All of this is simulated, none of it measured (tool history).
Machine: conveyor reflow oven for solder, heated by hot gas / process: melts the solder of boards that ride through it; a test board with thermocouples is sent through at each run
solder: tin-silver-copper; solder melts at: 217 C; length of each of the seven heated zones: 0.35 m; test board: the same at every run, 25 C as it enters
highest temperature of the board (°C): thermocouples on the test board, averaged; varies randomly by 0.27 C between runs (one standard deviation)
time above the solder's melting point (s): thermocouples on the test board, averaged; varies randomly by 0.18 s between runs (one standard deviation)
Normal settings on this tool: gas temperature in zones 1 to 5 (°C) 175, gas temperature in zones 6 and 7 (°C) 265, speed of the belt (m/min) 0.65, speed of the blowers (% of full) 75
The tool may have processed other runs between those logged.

run	hour	gas temperature in zones 1 to 5 (°C)	gas temperature in zones 6 and 7 (°C)	speed of the belt (m/min)	speed of the blowers (% of full)	highest temperature of the board (°C)	time above the solder's melting point (s)
1	0	175	265	0.65	75	254.3	51.2
2	25.7	175	265	0.65	75	254.6	50.8
3	55.6	175	265	0.65	75	254.4	50.7
4	87.7	175	275	0.65	75	263.5	55.4
5	105.3	175	265	0.65	75	254.4	50.5
6	124.9	175	265	0.65	75	254.3	50.6
7	147.7	175	265	0.524	75	258.7	67.7
8	177.6	173	265	0.524	75	259.7	66.8
9	201.8	165	265	0.524	75	258.1	64
10	224.2	169	265	0.524	75	258.5	64.9
# hour 230.4: belt drive overhauled, speed set with a stopwatch
11	257	169	265	0.524	75	258.6	65.4
# hour 263.9: thermocouples of zones 6 and 7 changed
12	274.5	175	265	0.65	75	251.7	49.5
13	305.8	175	265	0.65	75	252.2	49.3
14	321	175	265	0.65	75	251.6	49.5
15	343	175	265	0.65	52	247.5	45.3
16	366.7	166	265	0.65	52	245.9	41.2
17	393.7	166	265	0.65	52	245.4	41.2
# hour 405.4: belt drive overhauled, speed set with a stopwatch, once more
18	425.7	186	277	0.65	52	259.5	56
19	448.2	186	277	0.65	52	259.5	55.6
20	477.9	186	277	0.65	52	259.5	55.4
21	509	186	277	0.65	52	259.3	55.8
22	533.6	182	265	0.65	55	248.6	48.4
# hour 560.8: flux residue cleaned out of gas plates and filters
23	567.3	182	265	0.65	55	251	50.6
24	594	181	265	0.688	75	252.7	49.1
25	626.4	186	265	0.688	80	254.6	51.7
26	657.5	178	265	0.775	75	249.5	39.7
27	685.3	178	265	0.775	75	249.1	39.5
28	699.4	178	265	0.775	75	249	39.3
29	722.1	190	265	0.534	87	260.3	72.7
30	751.4	185	254	0.717	54	238.9	37.8
31	774.1	160	269	0.717	87	253.3	41.2

Hidden state or all else? Some run-to-run changes of highest temperature of the board (°C), split into what the settings, what came in and random variation would give without the hidden state, and what is left for the hidden state (with any gauge scatter that isn't in both results):
Hidden conditions of the tool in this case: heat that the gas passes to the board, % of a clean oven's; belt's true speed, % of the reading; true gas temperature in zones 6 and 7 over the reading, C; drift of the gauge itself on peak_c, C; drift of the gauge itself on liquid_s, %.
Run 11 -> 12: gas temperature in zones 1 to 5 (°C) 169 -> 175, speed of the belt (m/min) 0.524 -> 0.65, thermocouples of zones 6 and 7 changed. highest temperature of the board (°C) -6.9: hidden state -2.4, all else -4.5.
Run 17 -> 18: gas temperature in zones 1 to 5 (°C) 166 -> 186, gas temperature in zones 6 and 7 (°C) 265 -> 277, belt drive overhauled, speed set with a stopwatch, once more. highest temperature of the board (°C) +14.1: hidden state -0.1, all else +14.2.
Run 22 -> 23: flux residue cleaned out of gas plates and filters. highest temperature of the board (°C) +2.4: hidden state +2.7, all else -0.3.
Run 29 -> 30: gas temperature in zones 1 to 5 (°C) 190 -> 185, gas temperature in zones 6 and 7 (°C) 265 -> 254, speed of the belt (m/min) 0.534 -> 0.717, speed of the blowers (% of full) 87 -> 54. highest temperature of the board (°C) -21.4: hidden state -0.3, all else -21.1.
Run 30 -> 31: gas temperature in zones 1 to 5 (°C) 185 -> 160, gas temperature in zones 6 and 7 (°C) 254 -> 269, speed of the blowers (% of full) 54 -> 87. highest temperature of the board (°C) +14.4: hidden state -0.7, all else +15.1.
